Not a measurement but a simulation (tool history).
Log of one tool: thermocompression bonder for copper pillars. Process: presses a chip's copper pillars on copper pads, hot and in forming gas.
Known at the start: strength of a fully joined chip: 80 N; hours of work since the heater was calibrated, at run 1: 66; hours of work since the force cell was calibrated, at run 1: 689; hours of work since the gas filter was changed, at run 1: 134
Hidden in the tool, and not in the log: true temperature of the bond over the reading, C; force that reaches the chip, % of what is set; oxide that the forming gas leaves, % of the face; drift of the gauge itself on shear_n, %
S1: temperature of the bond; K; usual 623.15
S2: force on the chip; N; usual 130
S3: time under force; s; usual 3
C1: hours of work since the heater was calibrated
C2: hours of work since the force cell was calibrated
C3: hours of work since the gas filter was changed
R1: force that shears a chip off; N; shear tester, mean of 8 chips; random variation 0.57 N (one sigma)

run	hour	S1	S2	S3	C1	C2	C3	R1
1	0.0	623.15	130	3	66	689	134	48.2
2	4.9	623.15	130	3	69	692	136	46.3
3	11.3	623.15	130	3	72	694	139	47.6
4	17.5	623.15	130	3	74	697	142	47.3
5	26.2	623.15	130	3	78	701	146	47.5
6	32.3	623.15	130	3	81	704	149	48.6
7	36.5	623.15	130	3	83	706	151	47.6
8	43.4	623.15	130	3	86	709	154	46.5
9	51.5	623.15	130	3	90	713	158	46.8
10	57.3	623.15	130	3	93	716	160	46.4
11	67.4	623.15	130	7	97	720	165	58.5
12	76.6	623.15	130	7	102	725	169	58.0
13	86.7	623.15	130	5	106	729	174	54.5
14	91.8	623.15	130	5	109	732	176	54.5
15	96.0	623.15	130	3	111	734	178	47.4
16	103.5	623.15	130	3	114	737	182	47.2
17	112.0	623.15	130	3	118	741	186	46.8
18	118.2	623.15	130	3	121	744	188	47.0
19	128.1	623.15	130	3	125	748	193	46.1
20	137.2	623.15	130	3	130	753	197	47.0
21	145.5	623.15	130	3	133	756	201	47.0
22	151.3	623.15	130	3	136	759	204	45.6
23	158.4	623.15	130	3	139	762	207	46.8
24	167.6	613.15	91	2	144	767	211	27.7
25	173.3	613.15	91	2	146	769	214	28.2
26	179.0	629.15	97	2	149	772	216	36.7
27	188.9	629.15	97	2	153	776	221	36.6
28	193.7	629.15	97	2	156	779	223	36.0
29	201.3	648.15	175	6	159	782	227	70.0
30	209.6	648.15	175	6	163	786	231	69.7
31	217.3	643.15	130	3	166	789	234	54.5
32	221.9	615.15	130	3	169	792	236	42.4
33	227.7	623.15	93	2	171	794	239	32.9
34	232.7	623.15	93	2	174	797	241	33.3
35	240.3	623.15	93	2	177	800	245	32.6
36	246.7	623.15	93	2	180	803	248	32.7
37	256.5	638.15	135	8	185	808	252	65.4
38	266.2	652.15	147	3	189	812	257	60.9
39	276.3	652.15	147	3	194	817	261	59.9
40	283.6	652.15	147	3	197	820	265	60.1

Forecast each of these 4 alternatives for the next run:
A	292.9	603.15	100	7	201	824	269	?
B	292.9	623.15	115	6	201	824	269	?
C	292.9	622.15	125	5	201	824	269	?
D	292.9	635.15	80	8	201	824	269	?

run	R1
A	41.5
B	52.6
C	50.2
D	51.9
Without the tool's hidden state the same runs would have given:
run	R1
A	46.0
B	58.0
C	55.4
D	57.2
